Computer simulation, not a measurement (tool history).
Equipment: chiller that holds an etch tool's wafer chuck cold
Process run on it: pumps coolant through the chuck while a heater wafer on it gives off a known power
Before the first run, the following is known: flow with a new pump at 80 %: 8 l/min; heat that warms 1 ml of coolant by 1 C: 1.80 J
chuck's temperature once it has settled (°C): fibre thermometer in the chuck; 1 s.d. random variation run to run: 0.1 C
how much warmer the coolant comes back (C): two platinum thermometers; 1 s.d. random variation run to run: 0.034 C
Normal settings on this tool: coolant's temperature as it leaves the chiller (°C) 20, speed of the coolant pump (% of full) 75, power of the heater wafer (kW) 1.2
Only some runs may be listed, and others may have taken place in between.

run	hour	coolant's temperature as it leaves the chiller (°C)	speed of the coolant pump (% of full)	power of the heater wafer (kW)	chuck's temperature once it has settled (°C)	how much warmer the coolant comes back (C)
1	0	20	75	1.2	33.4	5.36
2	106.5	20	75	1.2	33.6	5.42
3	225.8	20	75	1.2	33.8	5.48
4	363.2	20	75	1.2	33.7	5.4
5	451.9	20	75	1.2	33.9	5.42
6	616.4	20	68	1.2	35	6.06
7	710.5	20	68	1.2	35.1	6.09
8	906.2	20	68	1.2	35.2	6.13
9	1057.1	20	75	0.79	29.4	3.62
10	1210.2	20	75	0.79	29.8	3.71
11	1346	20	75	0.79	29.7	3.66
12	1535.7	20	75	0.79	29.7	3.65
13	1681.3	20	75	0.79	29.9	3.68
14	1803.2	19	87	0.8	28.4	3.16
15	1928.9	19	87	0.8	28.3	3.15
16	2041	19	84	1.2	33.1	4.93
17	2233.7	12	98	1.2	24.9	4.31
18	2409.3	16	82	0.841	26.4	3.62
19	2543.7	15	78	1.581	34.9	7.13
20	2626.7	21	74	1.711	43.3	8.12
21	2781.9	21	74	1.711	43.4	8.34
22	2965.1	13	83	1.2	27.9	5.13
23	3076.8	13	88	0.628	20.9	2.53
24	3276.3	30	60	1.2	48.8	7.23
25	3456.9	16	83	1.723	38	7.4

Below, each run's measurement less what the same run would have read without the hidden state. Both values contain the same run-to-run variation, but the gauge's scatter may not be the same in both:
The tool's hidden condition here consists of: heat passed by the chuck's channels, % of clean ones'; flow at a given pump speed, % of a new pump's; coolant's true temperature over the reading, C; drift of the gauge itself on chuck_c, C; drift of the gauge itself on warmer_back_c, C.
run	chuck's temperature once it has settled (°C)	how much warmer the coolant comes back (C)
1	+0.2	+0.06
2	+0.3	+0.07
3	+0.4	+0.08
4	+0.5	+0.09
5	+0.6	+0.09
6	+0.7	+0.13
7	+0.7	+0.13
8	+0.9	+0.15
9	+0.7	+0.1
10	+0.8	+0.11
11	+0.9	+0.11
12	+1	+0.13
13	+1.1	+0.14
14	+1.1	+0.13
15	+1.2	+0.14
16	+1.7	+0.22
17	+1.7	+0.2
18	+1.5	+0.18
19	+2.6	+0.37
20	+3	+0.44
21	+3.2	+0.47
22	+2.4	+0.31
23	+1.6	+0.15
24	+3.2	+0.46
25	+3.9	+0.5
